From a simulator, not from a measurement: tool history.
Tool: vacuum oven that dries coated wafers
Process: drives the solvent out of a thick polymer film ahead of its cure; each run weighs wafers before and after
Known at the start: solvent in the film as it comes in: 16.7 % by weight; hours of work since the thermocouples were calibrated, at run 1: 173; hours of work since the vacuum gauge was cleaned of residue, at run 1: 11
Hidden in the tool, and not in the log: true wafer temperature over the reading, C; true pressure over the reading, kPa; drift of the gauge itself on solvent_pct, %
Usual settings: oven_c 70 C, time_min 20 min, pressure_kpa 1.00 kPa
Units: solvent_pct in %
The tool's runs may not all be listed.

run   hour  oven_c  time_min  pressure_kpa  hours of work since the thermocouples were calibrated  hours of work since the vacuum gauge was cleaned of residue  solvent_pct
  1    0.0      70        20          1.00                                                    173                                                           11         2.44
  2    9.1      70        20          1.00                                                    179                                                           17         2.53
  3   19.5      70        20          1.00                                                    186                                                           25         2.40
  4   33.0      70        20          1.00                                                    196                                                           34         2.44
  5   43.1      70        20          1.00                                                    203                                                           41         2.52
  6   54.8      70        20          1.00                                                    211                                                           50         2.53
  7   68.4      70        20          1.10                                                    221                                                           59         2.50
  8   78.0      70        20          0.59                                                    228                                                           66         2.03
  9   85.0      70        20          0.59                                                    232                                                           71         1.97
 10   94.4      70        20          1.02                                                    239                                                           78         2.50
 11  108.7      70        24          1.02                                                    249                                                           88         2.07
 12  117.6      64        20          1.00                                                    255                                                           94         4.56
 13  128.1      68        20          1.00                                                    263                                                          101         3.06
 14  139.7      68        20          1.00                                                    271                                                          109         3.09
 15  148.8      68        20          1.00                                                    277                                                          116         3.02
 16  157.0      68        20          1.00                                                    283                                                          122         3.07
 17  171.5      64        20          1.00                                                    293                                                          132         4.62
 18  184.4      64        20          1.00                                                    302                                                          141         4.61
 19  195.3      64        20          1.00                                                    310                                                          149         4.64
 20  206.1      64        20          1.00                                                    318                                                          156         4.66
 21  218.9      64        20          1.00                                                    327                                                          165         4.64
 22  230.4      64        20          1.00                                                    335                                                          173         4.57
 23  244.5      64        20          1.00                                                    345                                                          183         4.58
 24  257.0      65        25          1.00                                                    354                                                          192         3.40
 25  264.2      65        25          1.00                                                    359                                                          197         3.37
 26  277.2      65        14          1.13                                                    368                                                          206         5.89
 27  286.9      65        14          1.13                                                    375                                                          213         5.91
 28  300.2      65        14          1.13                                                    384                                                          222         5.83
 29  313.3      77        19          2.06                                                    393                                                          232         2.31
 30  324.3      76        26          0.60                                                    401                                                          239         0.74
 31  333.0      76        26          0.60                                                    407                                                          246         0.78
 32  342.8      76        26          0.60                                                    414                                                          252         0.76
 33  354.4      76        26          0.60                                                    422                                                          261         0.81
 34  363.2      76        26          0.92                                                    428                                                          267         1.06
 35  374.1      76        26          0.92                                                    436                                                          275         1.12
 36  380.8      67        12          0.59                                                    441                                                          279         5.10
 37  388.8      67        30          1.94                                                    446                                                          285         3.72
 38  402.9      55        14          3.59                                                    456                                                          295        13.35
 39  414.3      57        35          4.00                                                    464                                                          303        10.99
 40  428.6      62        29          1.00                                                    474                                                          313         3.99
 41  436.7      58        17          1.00                                                    480                                                          319         8.04
 42  448.6      58        17          1.00                                                    488                                                          327         7.82
 43  462.6      78        16          3.55                                                    498                                                          337         3.66

Forecast each of these 3 alternatives for the next run:
  A  473.0      67        27          1.29                                                    506                                                          344            ?
  B  473.0      77        19          1.97                                                    506                                                          344            ?
  C  473.0      70        16          0.95                                                    506                                                          344            ?

run  solvent_pct
  A         2.94
  B         2.22
  C         3.15
Without the tool's hidden state the same runs would have given:
run  solvent_pct
  A         2.98
  B         2.21
  C         3.24

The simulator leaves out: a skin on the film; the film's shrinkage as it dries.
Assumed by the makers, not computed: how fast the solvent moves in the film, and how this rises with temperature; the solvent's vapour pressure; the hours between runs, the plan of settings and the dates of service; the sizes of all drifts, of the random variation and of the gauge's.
